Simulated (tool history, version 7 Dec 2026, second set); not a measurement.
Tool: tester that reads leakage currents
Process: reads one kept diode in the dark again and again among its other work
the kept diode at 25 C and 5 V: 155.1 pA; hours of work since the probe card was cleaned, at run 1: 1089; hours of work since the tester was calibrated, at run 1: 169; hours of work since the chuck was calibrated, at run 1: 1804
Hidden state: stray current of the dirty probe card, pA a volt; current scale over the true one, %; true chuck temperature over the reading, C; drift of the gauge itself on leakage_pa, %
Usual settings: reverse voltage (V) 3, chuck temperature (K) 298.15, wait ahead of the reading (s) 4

run	day	reverse voltage (V)	chuck temperature (K)	wait ahead of the reading (s)	hours of work since the probe card was cleaned	hours of work since the tester was calibrated	hours of work since the chuck was calibrated	current that the tester gives (pA)
1	0	3	298.15	4	1089	169	1804	124.14
2	2.4	3	330.15	4	1115	195	1831	1477.97
3	5.062	3	330.15	4	1145	225	1860	1485.18
4	8.054	3	298.15	3.98	1178	258	1894	123.6
5	10.646	3	298.15	3.98	1207	287	1922	124.18
6	13.383	8.6	298.15	3.98	1237	317	1953	197.29
7	16.733	3	298.15	4	1275	355	1990	124.69
8	19.483	3	298.15	8.15	1305	385	2021	123.96
9	21.312	3	298.15	8.15	1325	406	2041	124.3
10	23.029	3	298.15	8.15	1345	425	2060	123.94
11	24.471	3	298.15	8.15	1361	441	2076	123.5
12	25.858	3	298.15	4	1376	456	2091	124.49
13	28.329	3	298.15	4	1403	484	2119	123.8
# day 30.908: chuck's temperature calibrated
14	30.908	9.97	298.15	4.07	1431	511	0	210.89
15	32.462	13.89	298.15	0.48	1448	529	17	252.19
16	34.483	13.89	298.15	0.48	1471	551	40	252.14
17	37.846	6.13	298.15	4	1508	588	77	169.77
18	39.925	6.13	298.15	4	1531	612	100	169.4
19	43.179	6.13	316.15	4	1568	648	136	729.63
20	46.008	3	328.15	4	1599	679	168	1296.97
21	47.838	1.34	320.15	2.89	1619	699	188	507.61
22	50.329	1.34	299.15	0.69	1647	727	216	95.72
23	53.292	1.34	299.15	0.69	1680	760	249	95.91
24	54.979	6.2	298.15	4	1699	779	268	171.71
25	57.612	6.2	298.15	4	1728	808	297	170.37

5 ways to go on from here, each from the tool as it stands after run 25. What would each give?
A	59.05	3	299.15	4	1744	824	313	?
B	59.05	3	298.15	0.36	1744	824	313	?
C	59.05	1.78	323.15	4	1744	824	313	?
D	59.05	6.2	316.15	3.36	1744	824	313	?
E	59.05	2.43	325.15	4	1744	824	313	?

run	current that the tester gives (pA)
A	135.02
B	127.1
C	716.06
D	734.03
E	954.49
Without the tool's hidden state the same runs would have given:
run	current that the tester gives (pA)
A	135.06
B	127.13
C	716.36
D	734.3
E	954.88

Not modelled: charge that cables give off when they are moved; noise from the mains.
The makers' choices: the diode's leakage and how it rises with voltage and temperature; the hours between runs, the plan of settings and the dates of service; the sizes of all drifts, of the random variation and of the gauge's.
